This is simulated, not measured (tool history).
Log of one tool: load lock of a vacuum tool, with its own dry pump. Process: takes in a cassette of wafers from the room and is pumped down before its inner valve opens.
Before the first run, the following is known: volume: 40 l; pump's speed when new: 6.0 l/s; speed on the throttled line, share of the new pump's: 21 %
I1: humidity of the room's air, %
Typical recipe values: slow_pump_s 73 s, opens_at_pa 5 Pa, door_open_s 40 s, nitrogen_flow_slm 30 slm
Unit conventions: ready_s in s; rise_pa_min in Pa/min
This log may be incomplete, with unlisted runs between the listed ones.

run 1 hour=0 | slow_pump_s=73 opens_at_pa=5 door_open_s=40 nitrogen_flow_slm=30 | I1=44.3 | ready_s=125 rise_pa_min=0.096
run 2 hour=115.8 | slow_pump_s=73 opens_at_pa=5 door_open_s=40 nitrogen_flow_slm=30 | I1=45.4 | ready_s=127.7 rise_pa_min=0.099
run 3 hour=179.3 | slow_pump_s=73 opens_at_pa=5 door_open_s=40 nitrogen_flow_slm=30 | I1=45.1 | ready_s=127.9 rise_pa_min=0.095
run 4 hour=284.6 | slow_pump_s=43 opens_at_pa=5 door_open_s=40 nitrogen_flow_slm=30 | I1=48.3 | ready_s=103 rise_pa_min=0.107
run 5 hour=357.2 | slow_pump_s=62 opens_at_pa=5 door_open_s=40 nitrogen_flow_slm=30 | I1=42.4 | ready_s=117.8 rise_pa_min=0.098
run 6 hour=452.3 | slow_pump_s=62 opens_at_pa=5 door_open_s=40 nitrogen_flow_slm=30 | I1=48.3 | ready_s=117.7 rise_pa_min=0.104
run 7 hour=522.4 | slow_pump_s=73 opens_at_pa=6 door_open_s=40 nitrogen_flow_slm=30 | I1=42.2 | ready_s=124.3 rise_pa_min=0.111
run 8 hour=633.3 | slow_pump_s=73 opens_at_pa=5 door_open_s=40 nitrogen_flow_slm=30 | I1=46.3 | ready_s=125.1 rise_pa_min=0.107
run 9 hour=721.8 | slow_pump_s=73 opens_at_pa=5 door_open_s=40 nitrogen_flow_slm=30 | I1=43.3 | ready_s=126.2 rise_pa_min=0.106
run 10 hour=821.6 | slow_pump_s=37 opens_at_pa=6 door_open_s=40 nitrogen_flow_slm=19 | I1=43.4 | ready_s=96 rise_pa_min=0.12

Run 11, settings as shown, results not yet in. Your forecast:
run 11 hour=898.4 | slow_pump_s=72 opens_at_pa=5 door_open_s=40 nitrogen_flow_slm=30 | I1=47.4 | ready_s=? rise_pa_min=?

{"run 11": {"ready_s": 123.9, "rise_pa_min": 0.115}}
On a tool with no hidden condition, and with the same random variation, this run would have come out at ready_s 122.5 s, rise_pa_min 0.037 Pa/min.
